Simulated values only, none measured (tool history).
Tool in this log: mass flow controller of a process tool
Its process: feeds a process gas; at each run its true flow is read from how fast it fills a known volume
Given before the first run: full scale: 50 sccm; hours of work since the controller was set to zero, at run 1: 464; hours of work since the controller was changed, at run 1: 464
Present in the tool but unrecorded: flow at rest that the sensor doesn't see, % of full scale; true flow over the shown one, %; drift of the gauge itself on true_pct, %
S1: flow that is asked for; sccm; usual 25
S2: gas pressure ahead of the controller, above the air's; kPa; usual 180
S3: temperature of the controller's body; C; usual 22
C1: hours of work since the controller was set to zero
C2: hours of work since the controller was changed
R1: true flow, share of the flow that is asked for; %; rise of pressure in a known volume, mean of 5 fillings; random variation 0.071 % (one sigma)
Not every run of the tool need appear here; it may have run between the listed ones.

{"run": 1, "hour": 0.0, "S1": 25, "S2": 180, "S3": 22, "C1": 464, "C2": 464, "R1": 99.93}
{"run": 2, "hour": 139.9, "S1": 25, "S2": 180, "S3": 22, "C1": 551, "C2": 551, "R1": 100.02}
{"run": 3, "hour": 255.5, "S1": 25, "S2": 180, "S3": 22, "C1": 623, "C2": 623, "R1": 100.01}
{"run": 4, "hour": 374.4, "S1": 25, "S2": 180, "S3": 22, "C1": 696, "C2": 696, "R1": 99.97}
{"run": 5, "hour": 497.5, "S1": 11, "S2": 180, "S3": 22, "C1": 773, "C2": 773, "R1": 100.1}
{"run": 6, "hour": 671.5, "S1": 11, "S2": 180, "S3": 22, "C1": 881, "C2": 881, "R1": 100.22}
{"run": 7, "hour": 848.9, "S1": 11, "S2": 180, "S3": 22, "C1": 991, "C2": 991, "R1": 100.21}
{"run": 8, "hour": 996.9, "S1": 11, "S2": 180, "S3": 22, "C1": 1083, "C2": 1083, "R1": 100.29}
{"run": 9, "hour": 1117.2, "S1": 10, "S2": 180, "S3": 22, "C1": 1158, "C2": 1158, "R1": 100.37}
{"run": 10, "hour": 1226.3, "S1": 10, "S2": 180, "S3": 26, "C1": 1226, "C2": 1226, "R1": 100.12}
{"run": 11, "hour": 1334.4, "S1": 10, "S2": 180, "S3": 26, "C1": 1293, "C2": 1293, "R1": 100.25}
{"run": 12, "hour": 1422.6, "S1": 25, "S2": 180, "S3": 28, "C1": 1348, "C2": 1348, "R1": 99.62}
{"run": 13, "hour": 1568.3, "S1": 25, "S2": 180, "S3": 28, "C1": 1438, "C2": 1438, "R1": 99.53}
{"run": 14, "hour": 1735.1, "S1": 25, "S2": 180, "S3": 28, "C1": 1542, "C2": 1542, "R1": 99.81}
{"run": 15, "hour": 1839.3, "S1": 25, "S2": 180, "S3": 28, "C1": 1607, "C2": 1607, "R1": 99.57}
{"run": 16, "hour": 1922.5, "S1": 25, "S2": 171, "S3": 22, "C1": 1658, "C2": 1658, "R1": 100.13}
{"run": 17, "hour": 2013.3, "S1": 25, "S2": 171, "S3": 22, "C1": 1715, "C2": 1715, "R1": 100.26}
{"run": 18, "hour": 2185.2, "S1": 25, "S2": 180, "S3": 22, "C1": 1822, "C2": 1822, "R1": 100.25}

Predict the results of run 19:
{"run": 19, "hour": 2292.5, "S1": 32, "S2": 159, "S3": 30, "C1": 1888, "C2": 1888, "R1": "?"}

{"run 19": {"R1": 99.66}}
With the hidden condition absent and the run-to-run variation left alone, this run would have shown R1 99.29 %.
